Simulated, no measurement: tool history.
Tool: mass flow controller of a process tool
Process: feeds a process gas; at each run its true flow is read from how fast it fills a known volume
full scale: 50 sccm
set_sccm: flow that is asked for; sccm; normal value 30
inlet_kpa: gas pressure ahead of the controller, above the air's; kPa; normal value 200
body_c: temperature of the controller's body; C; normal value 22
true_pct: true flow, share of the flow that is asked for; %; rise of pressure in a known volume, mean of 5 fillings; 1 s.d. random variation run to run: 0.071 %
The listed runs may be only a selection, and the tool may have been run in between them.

{"run": 1, "hour": 0.0, "set_sccm": 30, "inlet_kpa": 200, "body_c": 22, "true_pct": 99.68}
{"run": 2, "hour": 102.1, "set_sccm": 30, "inlet_kpa": 200, "body_c": 22, "true_pct": 99.36}
{"run": 3, "hour": 214.0, "set_sccm": 30, "inlet_kpa": 200, "body_c": 22, "true_pct": 99.51}
{"run": 4, "hour": 309.7, "set_sccm": 11, "inlet_kpa": 200, "body_c": 22, "true_pct": 98.74}
{"run": 5, "hour": 422.2, "set_sccm": 11, "inlet_kpa": 200, "body_c": 22, "true_pct": 98.73}
{"run": 6, "hour": 530.4, "set_sccm": 11, "inlet_kpa": 200, "body_c": 22, "true_pct": 98.56}
{"run": 7, "hour": 651.2, "set_sccm": 30, "inlet_kpa": 200, "body_c": 22, "true_pct": 99.16}
{"run": 8, "hour": 766.8, "set_sccm": 30, "inlet_kpa": 200, "body_c": 22, "true_pct": 99.05}
{"run": 9, "hour": 884.6, "set_sccm": 30, "inlet_kpa": 200, "body_c": 22, "true_pct": 99.09}
{"run": 10, "hour": 957.8, "set_sccm": 30, "inlet_kpa": 200, "body_c": 22, "true_pct": 99.02}
{"run": 11, "hour": 1103.4, "set_sccm": 30, "inlet_kpa": 200, "body_c": 22, "true_pct": 98.99}
{"run": 12, "hour": 1222.6, "set_sccm": 30, "inlet_kpa": 200, "body_c": 22, "true_pct": 98.88}
{"run": 13, "hour": 1364.0, "set_sccm": 13, "inlet_kpa": 200, "body_c": 22, "true_pct": 98.3}
{"run": 14, "hour": 1483.8, "set_sccm": 13, "inlet_kpa": 200, "body_c": 22, "true_pct": 98.25}
{"run": 15, "hour": 1568.3, "set_sccm": 30, "inlet_kpa": 157, "body_c": 22, "true_pct": 98.87}
{"run": 16, "hour": 1659.2, "set_sccm": 30, "inlet_kpa": 215, "body_c": 22, "true_pct": 98.5}
{"run": 17, "hour": 1769.0, "set_sccm": 30, "inlet_kpa": 200, "body_c": 30, "true_pct": 97.87}
{"run": 18, "hour": 1872.5, "set_sccm": 30, "inlet_kpa": 200, "body_c": 30, "true_pct": 97.83}
{"run": 19, "hour": 1989.2, "set_sccm": 30, "inlet_kpa": 200, "body_c": 22, "true_pct": 98.44}
{"run": 20, "hour": 2127.9, "set_sccm": 30, "inlet_kpa": 200, "body_c": 22, "true_pct": 98.29}
{"run": 21, "hour": 2200.3, "set_sccm": 30, "inlet_kpa": 200, "body_c": 35, "true_pct": 97.26}
{"run": 22, "hour": 2317.1, "set_sccm": 30, "inlet_kpa": 200, "body_c": 35, "true_pct": 97.05}
{"run": 23, "hour": 2468.7, "set_sccm": 30, "inlet_kpa": 200, "body_c": 35, "true_pct": 97.15}
{"run": 24, "hour": 2603.5, "set_sccm": 30, "inlet_kpa": 200, "body_c": 35, "true_pct": 97.03}
{"run": 25, "hour": 2682.6, "set_sccm": 5, "inlet_kpa": 192, "body_c": 22, "true_pct": 97.32}
{"run": 26, "hour": 2828.7, "set_sccm": 17, "inlet_kpa": 174, "body_c": 29, "true_pct": 97.1}
{"run": 27, "hour": 2953.9, "set_sccm": 13, "inlet_kpa": 221, "body_c": 23, "true_pct": 97.01}
{"run": 28, "hour": 3037.0, "set_sccm": 30, "inlet_kpa": 200, "body_c": 24, "true_pct": 97.66}
{"run": 29, "hour": 3130.6, "set_sccm": 30, "inlet_kpa": 207, "body_c": 22, "true_pct": 97.69}
{"run": 30, "hour": 3254.6, "set_sccm": 5, "inlet_kpa": 212, "body_c": 29, "true_pct": 96.02}
{"run": 31, "hour": 3381.2, "set_sccm": 5, "inlet_kpa": 212, "body_c": 29, "true_pct": 96.11}
{"run": 32, "hour": 3505.6, "set_sccm": 23, "inlet_kpa": 144, "body_c": 23, "true_pct": 97.57}
{"run": 33, "hour": 3602.6, "set_sccm": 13, "inlet_kpa": 195, "body_c": 40, "true_pct": 95.43}
{"run": 34, "hour": 3665.7, "set_sccm": 22, "inlet_kpa": 195, "body_c": 21, "true_pct": 97.29}
{"run": 35, "hour": 3772.9, "set_sccm": 12, "inlet_kpa": 200, "body_c": 21, "true_pct": 96.82}
{"run": 36, "hour": 3927.9, "set_sccm": 12, "inlet_kpa": 200, "body_c": 21, "true_pct": 96.66}
{"run": 37, "hour": 4070.5, "set_sccm": 31, "inlet_kpa": 174, "body_c": 29, "true_pct": 96.75}
{"run": 38, "hour": 4137.1, "set_sccm": 19, "inlet_kpa": 200, "body_c": 23, "true_pct": 96.67}
{"run": 39, "hour": 4267.8, "set_sccm": 19, "inlet_kpa": 200, "body_c": 23, "true_pct": 96.42}
{"hour": 4278.2, "done": "gauge calibrated"}
{"run": 40, "hour": 4334.2, "set_sccm": 19, "inlet_kpa": 200, "body_c": 23, "true_pct": 99.17}
{"run": 41, "hour": 4398.8, "set_sccm": 9, "inlet_kpa": 172, "body_c": 37, "true_pct": 97.96}
{"run": 42, "hour": 4532.0, "set_sccm": 9, "inlet_kpa": 216, "body_c": 34, "true_pct": 97.74}
{"run": 43, "hour": 4636.6, "set_sccm": 22, "inlet_kpa": 200, "body_c": 22, "true_pct": 99.14}
{"run": 44, "hour": 4744.6, "set_sccm": 30, "inlet_kpa": 200, "body_c": 28, "true_pct": 98.84}
{"run": 45, "hour": 4823.1, "set_sccm": 30, "inlet_kpa": 200, "body_c": 28, "true_pct": 98.8}
{"run": 46, "hour": 4918.1, "set_sccm": 42, "inlet_kpa": 150, "body_c": 27, "true_pct": 99.47}
{"run": 47, "hour": 5046.0, "set_sccm": 42, "inlet_kpa": 150, "body_c": 27, "true_pct": 99.48}
{"run": 48, "hour": 5163.5, "set_sccm": 24, "inlet_kpa": 167, "body_c": 27, "true_pct": 98.69}

Here are 4 independent what-if runs from the current tool condition. What would each one return?
{"run": "A", "hour": 5229.2, "set_sccm": 30, "inlet_kpa": 200, "body_c": 37, "true_pct": "?"}
{"run": "B", "hour": 5229.2, "set_sccm": 29, "inlet_kpa": 148, "body_c": 20, "true_pct": "?"}
{"run": "C", "hour": 5229.2, "set_sccm": 24, "inlet_kpa": 167, "body_c": 36, "true_pct": "?"}
{"run": "D", "hour": 5229.2, "set_sccm": 17, "inlet_kpa": 160, "body_c": 39, "true_pct": "?"}

run=A true_pct=97.81
run=B true_pct=99.49
run=C true_pct=98.02
run=D true_pct=97.53
Stripped of hidden state, with their random variation kept, the same runs would have yielded:
run=A true_pct=98.38
run=B true_pct=100.06
run=C true_pct=98.59
run=D true_pct=98.09
